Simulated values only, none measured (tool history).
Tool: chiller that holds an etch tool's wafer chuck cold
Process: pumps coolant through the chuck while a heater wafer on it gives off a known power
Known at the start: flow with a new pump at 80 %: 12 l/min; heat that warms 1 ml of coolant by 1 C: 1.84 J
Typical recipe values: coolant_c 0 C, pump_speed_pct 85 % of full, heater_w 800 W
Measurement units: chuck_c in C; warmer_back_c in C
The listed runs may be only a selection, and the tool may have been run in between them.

run    hour  coolant_c  pump_speed_pct  heater_w  chuck_c  warmer_back_c
  1     0.0          0              85       800     6.05           2.04
  2    51.1          0              85       800     6.15           2.06
  3    84.9          0              85       415     3.17           1.05
  4   145.4          0              85       415     3.21           1.06
  5   182.4          0              82       800     6.22           2.17
  6   242.8          0              82       800     6.26           2.17
  7   298.9          0              82       800     6.33           2.13
  8   334.6          0              82       800     6.28           2.17
  9   385.4          0              82       800     6.18           2.20
 10   425.1          0              82       800     6.15           2.19
 11   474.9          0              85       784     6.07           2.10
      487.1  -- coolant changed, channels flushed
 12   531.8          0              85       784     6.09           2.09
 13   576.8          0              85       784     5.96           2.10
 14   652.5          0              85       800     6.08           2.21
 15   724.6          0              85      1135     8.74           3.09
 16   774.2         10              85       800    16.25           2.22
 17   812.9         -4              79       923     3.34           2.73
 18   887.4         -4              79       923     3.30           2.72
 19   967.5         -1              85       475     2.60           1.41
 20  1002.5          5              71       556     9.74           1.88
     1048.5  -- gauge calibrated
 21  1064.4          5              71       556     9.93           1.71
 22  1120.3          5              71       667    10.84           2.09
 23  1197.9         -5              64      1148     5.65           4.00
 24  1235.0         -5              64      1148     5.64           3.98
 25  1277.9          2              68      1080    11.43           3.53
 26  1339.9          2              68      1080    11.68           3.57
 27  1409.6          2              73       951    10.06           2.95
 28  1474.3          4              96      1172    12.26           2.77
 29  1522.4         -2              63       800     5.27           2.91
 30  1603.3          0              67       694     6.09           2.36
 31  1658.3         -8              67       589    -2.76           2.07
 32  1725.0         -8              67       589    -2.77           2.05

Each row is a separate what-if for the run after 32, all from the same tool condition, not one after another. Results?
  A  1793.9          0              65       530        ?              ?
  B  1793.9          4              82       800        ?              ?
  C  1793.9         -2              67       589        ?              ?
  D  1793.9         -2              85       800        ?              ?

run  chuck_c  warmer_back_c
  A     4.92           1.96
  B    10.23           2.24
  C     3.30           2.07
  D     4.04           2.18
Take away the tool's hidden state, keep each run's random variation, and the runs would have read:
run  chuck_c  warmer_back_c
  A     4.92           1.82
  B    10.23           2.10
  C     3.30           1.94
  D     4.04           2.05
